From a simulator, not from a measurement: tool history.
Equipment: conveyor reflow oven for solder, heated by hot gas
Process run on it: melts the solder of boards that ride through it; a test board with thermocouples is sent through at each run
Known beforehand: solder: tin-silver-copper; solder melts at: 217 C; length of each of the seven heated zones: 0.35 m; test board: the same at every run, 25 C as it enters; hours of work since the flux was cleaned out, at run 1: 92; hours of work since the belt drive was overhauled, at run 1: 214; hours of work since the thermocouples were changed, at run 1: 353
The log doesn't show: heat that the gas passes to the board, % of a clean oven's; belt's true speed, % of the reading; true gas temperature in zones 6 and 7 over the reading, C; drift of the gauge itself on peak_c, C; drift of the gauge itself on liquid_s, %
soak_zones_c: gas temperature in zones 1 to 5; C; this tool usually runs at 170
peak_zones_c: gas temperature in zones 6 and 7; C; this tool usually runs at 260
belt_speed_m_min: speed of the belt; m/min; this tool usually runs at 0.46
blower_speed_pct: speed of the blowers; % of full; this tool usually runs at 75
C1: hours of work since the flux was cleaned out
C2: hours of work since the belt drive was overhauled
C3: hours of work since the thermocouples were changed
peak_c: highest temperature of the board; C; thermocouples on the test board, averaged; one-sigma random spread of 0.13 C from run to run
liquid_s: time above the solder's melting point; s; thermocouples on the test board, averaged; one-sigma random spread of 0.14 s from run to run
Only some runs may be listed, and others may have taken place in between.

{"run": 1, "hour": 0.0, "soak_zones_c": 170, "peak_zones_c": 260, "belt_speed_m_min": 0.46, "blower_speed_pct": 75, "C1": 92, "C2": 214, "C3": 353, "peak_c": 244.5, "liquid_s": 60.1}
{"run": 2, "hour": 18.2, "soak_zones_c": 170, "peak_zones_c": 260, "belt_speed_m_min": 0.46, "blower_speed_pct": 75, "C1": 105, "C2": 226, "C3": 365, "peak_c": 244.4, "liquid_s": 59.8}
{"run": 3, "hour": 50.0, "soak_zones_c": 170, "peak_zones_c": 260, "belt_speed_m_min": 0.46, "blower_speed_pct": 75, "C1": 127, "C2": 248, "C3": 387, "peak_c": 244.2, "liquid_s": 59.7}
{"run": 4, "hour": 84.9, "soak_zones_c": 170, "peak_zones_c": 260, "belt_speed_m_min": 0.46, "blower_speed_pct": 75, "C1": 151, "C2": 273, "C3": 412, "peak_c": 244.3, "liquid_s": 59.6}
{"run": 5, "hour": 110.6, "soak_zones_c": 184, "peak_zones_c": 260, "belt_speed_m_min": 0.46, "blower_speed_pct": 75, "C1": 169, "C2": 291, "C3": 430, "peak_c": 246.4, "liquid_s": 68.7}
{"run": 6, "hour": 125.0, "soak_zones_c": 170, "peak_zones_c": 260, "belt_speed_m_min": 0.46, "blower_speed_pct": 75, "C1": 179, "C2": 301, "C3": 440, "peak_c": 244.2, "liquid_s": 59.3}
{"run": 7, "hour": 154.7, "soak_zones_c": 170, "peak_zones_c": 260, "belt_speed_m_min": 0.46, "blower_speed_pct": 75, "C1": 199, "C2": 321, "C3": 460, "peak_c": 244, "liquid_s": 59.3}
{"run": 8, "hour": 175.3, "soak_zones_c": 170, "peak_zones_c": 260, "belt_speed_m_min": 0.46, "blower_speed_pct": 52, "C1": 214, "C2": 335, "C3": 474, "peak_c": 236.5, "liquid_s": 47}
{"run": 9, "hour": 197.3, "soak_zones_c": 170, "peak_zones_c": 260, "belt_speed_m_min": 0.46, "blower_speed_pct": 52, "C1": 229, "C2": 351, "C3": 490, "peak_c": 236.8, "liquid_s": 46.9}
{"run": 10, "hour": 222.3, "soak_zones_c": 170, "peak_zones_c": 260, "belt_speed_m_min": 0.46, "blower_speed_pct": 52, "C1": 246, "C2": 368, "C3": 507, "peak_c": 236.7, "liquid_s": 46.8}
{"run": 11, "hour": 240.8, "soak_zones_c": 170, "peak_zones_c": 260, "belt_speed_m_min": 0.46, "blower_speed_pct": 71, "C1": 259, "C2": 381, "C3": 520, "peak_c": 242.8, "liquid_s": 57.6}
{"run": 12, "hour": 263.4, "soak_zones_c": 170, "peak_zones_c": 260, "belt_speed_m_min": 0.46, "blower_speed_pct": 71, "C1": 275, "C2": 397, "C3": 536, "peak_c": 242.7, "liquid_s": 57.3}
{"run": 13, "hour": 292.7, "soak_zones_c": 170, "peak_zones_c": 260, "belt_speed_m_min": 0.46, "blower_speed_pct": 71, "C1": 295, "C2": 417, "C3": 556, "peak_c": 242.9, "liquid_s": 57.3}
{"hour": 300.8, "done": "flux residue cleaned out of gas plates and filters"}
{"run": 14, "hour": 331.3, "soak_zones_c": 170, "peak_zones_c": 270, "belt_speed_m_min": 0.445, "blower_speed_pct": 52, "C1": 21, "C2": 440, "C3": 579, "peak_c": 245.1, "liquid_s": 59.9}
{"run": 15, "hour": 346.5, "soak_zones_c": 156, "peak_zones_c": 266, "belt_speed_m_min": 0.398, "blower_speed_pct": 75, "C1": 32, "C2": 451, "C3": 590, "peak_c": 250.1, "liquid_s": 71.3}
{"run": 16, "hour": 379.7, "soak_zones_c": 171, "peak_zones_c": 258, "belt_speed_m_min": 0.467, "blower_speed_pct": 77, "C1": 55, "C2": 474, "C3": 613, "peak_c": 241, "liquid_s": 55.4}
{"run": 17, "hour": 411.8, "soak_zones_c": 171, "peak_zones_c": 258, "belt_speed_m_min": 0.467, "blower_speed_pct": 77, "C1": 77, "C2": 496, "C3": 635, "peak_c": 241.1, "liquid_s": 55.1}
{"run": 18, "hour": 442.3, "soak_zones_c": 170, "peak_zones_c": 270, "belt_speed_m_min": 0.491, "blower_speed_pct": 75, "C1": 98, "C2": 517, "C3": 656, "peak_c": 248.8, "liquid_s": 59}
{"run": 19, "hour": 456.9, "soak_zones_c": 162, "peak_zones_c": 263, "belt_speed_m_min": 0.491, "blower_speed_pct": 75, "C1": 108, "C2": 527, "C3": 667, "peak_c": 241.1, "liquid_s": 48.1}
{"hour": 488.0, "done": "flux residue cleaned out of gas plates and filters, once more"}
{"run": 20, "hour": 488.5, "soak_zones_c": 162, "peak_zones_c": 263, "belt_speed_m_min": 0.491, "blower_speed_pct": 75, "C1": 0, "C2": 546, "C3": 685, "peak_c": 243.3, "liquid_s": 50.9}
{"run": 21, "hour": 508.8, "soak_zones_c": 176, "peak_zones_c": 271, "belt_speed_m_min": 0.547, "blower_speed_pct": 86, "C1": 14, "C2": 560, "C3": 699, "peak_c": 251.8, "liquid_s": 57.8}
{"run": 22, "hour": 534.7, "soak_zones_c": 176, "peak_zones_c": 271, "belt_speed_m_min": 0.547, "blower_speed_pct": 86, "C1": 32, "C2": 578, "C3": 717, "peak_c": 251.7, "liquid_s": 57.7}

Predict the results of run 23:
{"run": 23, "hour": 562.1, "soak_zones_c": 164, "peak_zones_c": 266, "belt_speed_m_min": 0.547, "blower_speed_pct": 80, "C1": 51, "C2": 597, "C3": 736, "peak_c": "?", "liquid_s": "?"}

peak_c: 243.1 C
liquid_s: 45.8 s
On a tool with no hidden condition, and with the same random variation, this run would have come out at peak_c 244.5 C, liquid_s 46.6 s.

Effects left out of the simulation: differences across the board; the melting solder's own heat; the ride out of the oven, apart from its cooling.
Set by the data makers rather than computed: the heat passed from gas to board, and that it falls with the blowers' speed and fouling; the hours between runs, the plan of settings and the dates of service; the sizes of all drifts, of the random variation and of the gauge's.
